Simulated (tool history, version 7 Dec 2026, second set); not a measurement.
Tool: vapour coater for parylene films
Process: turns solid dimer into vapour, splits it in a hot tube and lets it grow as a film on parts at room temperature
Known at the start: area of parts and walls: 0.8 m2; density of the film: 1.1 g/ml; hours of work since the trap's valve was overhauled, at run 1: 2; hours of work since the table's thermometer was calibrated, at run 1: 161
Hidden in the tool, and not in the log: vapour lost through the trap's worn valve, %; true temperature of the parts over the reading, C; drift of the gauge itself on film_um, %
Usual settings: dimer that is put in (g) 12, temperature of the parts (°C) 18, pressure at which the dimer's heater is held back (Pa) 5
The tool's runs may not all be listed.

run,day,dimer that is put in (g),temperature of the parts (°C),pressure at which the dimer's heater is held back (Pa),hours of work since the trap's valve was overhauled,hours of work since the table's thermometer was calibrated,thickness of the film (um)
1,0,12,18,5,2,161,7.3
2,0.392,12,18,5,6,166,7.34
3,1.096,12,18,5,14,174,7.25
4,1.625,12,18,5,20,179,7.28
5,2.392,12,18,5,28,188,7.27
6,3.204,12,16,5,37,197,7.72
7,4.083,12,18,5,47,207,7.32
8,4.588,12,18,5,52,212,7.26
9,5.417,11,18,5,62,221,6.68
10,6.046,11,18,5,69,228,6.84
11,6.775,11,18,5,77,237,6.62
12,7.521,11,18,5,85,245,6.8
13,8.071,11,18,5,91,251,6.69
14,8.808,11,18,5,99,259,6.75
15,9.412,12,16,5,106,266,7.63
16,10.246,12,16,5,115,275,7.58
17,11.025,12,16,5,124,284,7.74
18,11.858,12,16,7.6,133,293,7.04
19,12.246,12,18,5,137,297,7.28
20,12.962,12,18,5,145,305,7.38
21,13.533,12,18,5,152,311,7.26
22,14.15,12,18,5,159,318,7.25
23,15,12,18,5,168,328,7.49
24,15.658,19,17,5.76,175,335,11.4
25,16.383,10,13,5,183,343,6.74
26,17.129,10,13,5,192,351,6.79
27,17.975,12,22,3.34,201,361,7.35
28,18.367,12,22,3.34,205,365,7.33
29,18.767,12,22,3.34,210,370,7.38
30,19.529,8,20,5,218,378,4.64
31,19.921,13,14,5,223,382,8.6
32,20.717,6,28,9.98,231,391,2.43
33,21.392,6,28,9.98,239,399,2.44
34,22.004,6,28,9.98,246,405,2.46
35,22.567,7,19,9.1,252,412,3.6
36,23.025,7,19,9.1,257,417,3.55
37,23.421,11,18,2.35,261,421,7.93
# day 24.108: trap's valve overhauled
38,24.308,19,19,10.54,2,429,9.48
39,24.858,19,19,10.54,8,435,9.54
40,25.475,5,12,2.92,15,442,4.09
41,26.175,5,12,2.92,23,450,3.98
42,26.938,5,12,2.92,31,458,4.06
43,27.842,6,12,6.88,41,468,3.89
44,28.708,9,18,9.94,51,478,4.64
45,29.258,7,15,2.74,57,484,5.3

4 ways to go on from here, each from the tool as it stands after run 45. What would each give?
A,29.979,10,19,2.07,65,492,?
B,29.979,6,25,2.4,65,492,?
C,29.979,12,15,7.13,65,492,?
D,29.979,19,10,2.74,65,492,?

run,thickness of the film (um)
A,7.35
B,3.73
C,7.3
D,16.04
Without the tool's hidden state the same runs would have given:
run,thickness of the film (um)
A,7.37
B,3.74
C,7.32
D,16.07

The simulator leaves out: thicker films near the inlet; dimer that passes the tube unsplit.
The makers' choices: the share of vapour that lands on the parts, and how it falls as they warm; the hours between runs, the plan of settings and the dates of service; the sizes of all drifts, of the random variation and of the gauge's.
